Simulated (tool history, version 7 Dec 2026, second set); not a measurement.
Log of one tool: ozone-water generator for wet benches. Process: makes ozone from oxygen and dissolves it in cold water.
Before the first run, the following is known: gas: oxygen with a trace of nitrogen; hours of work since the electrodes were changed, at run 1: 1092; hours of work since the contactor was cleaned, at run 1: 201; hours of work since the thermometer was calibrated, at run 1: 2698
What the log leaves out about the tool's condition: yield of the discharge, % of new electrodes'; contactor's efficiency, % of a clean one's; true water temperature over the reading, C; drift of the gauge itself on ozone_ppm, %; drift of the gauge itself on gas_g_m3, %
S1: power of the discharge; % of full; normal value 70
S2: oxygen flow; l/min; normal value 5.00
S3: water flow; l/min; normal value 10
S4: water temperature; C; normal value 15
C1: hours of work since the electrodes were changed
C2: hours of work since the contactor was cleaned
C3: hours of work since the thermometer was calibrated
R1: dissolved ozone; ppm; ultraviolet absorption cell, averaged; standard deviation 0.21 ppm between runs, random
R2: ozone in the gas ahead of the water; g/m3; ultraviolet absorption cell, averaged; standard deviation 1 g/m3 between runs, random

run,hour,S1,S2,S3,S4,C1,C2,C3,R1,R2
1,0.0,70,5.00,10,15,1092,201,2698,29.8,170.3
2,24.3,70,5.00,10,15,1114,223,2719,29.6,170.8
3,59.3,70,5.00,10,15,1146,254,2751,29.7,172.1
4,110.5,70,5.00,10,15,1192,300,2797,29.6,170.3
5,148.0,70,5.00,11,15,1225,334,2831,28.2,171.0
6,178.8,70,5.00,10,15,1253,362,2858,29.4,168.1
7,212.5,70,5.00,10,15,1283,392,2888,29.8,168.4
8,258.6,70,5.15,10,15,1325,433,2930,29.2,164.2
9,302.9,70,5.15,10,15,1364,473,2970,29.4,166.8
# hour 306.1: water thermometer calibrated
10,339.8,70,5.00,10,15,1397,506,30,29.5,169.7
11,387.2,70,5.00,10,8,1440,548,73,33.6,170.5
# hour 409.0: water thermometer calibrated, once more
12,436.0,70,5.00,10,8,1483,592,24,33.1,168.6
13,482.0,70,5.00,10,15,1524,633,65,29.3,169.3
14,509.2,70,4.32,10,15,1549,657,90,30.3,184.8
15,566.7,70,4.32,10,15,1600,709,142,30.8,186.1
16,621.3,70,5.00,10,9,1649,758,191,33.2,168.0

Run 17, settings as shown, results not yet in. Your forecast:
17,678.2,70,8.56,8,9,1700,809,242,?,?

R1: 31.4 ppm
R2: 115.1 g/m3
Without the tool's hidden state the same run would have given R1 32.6 ppm, R2 118.7 g/m3.

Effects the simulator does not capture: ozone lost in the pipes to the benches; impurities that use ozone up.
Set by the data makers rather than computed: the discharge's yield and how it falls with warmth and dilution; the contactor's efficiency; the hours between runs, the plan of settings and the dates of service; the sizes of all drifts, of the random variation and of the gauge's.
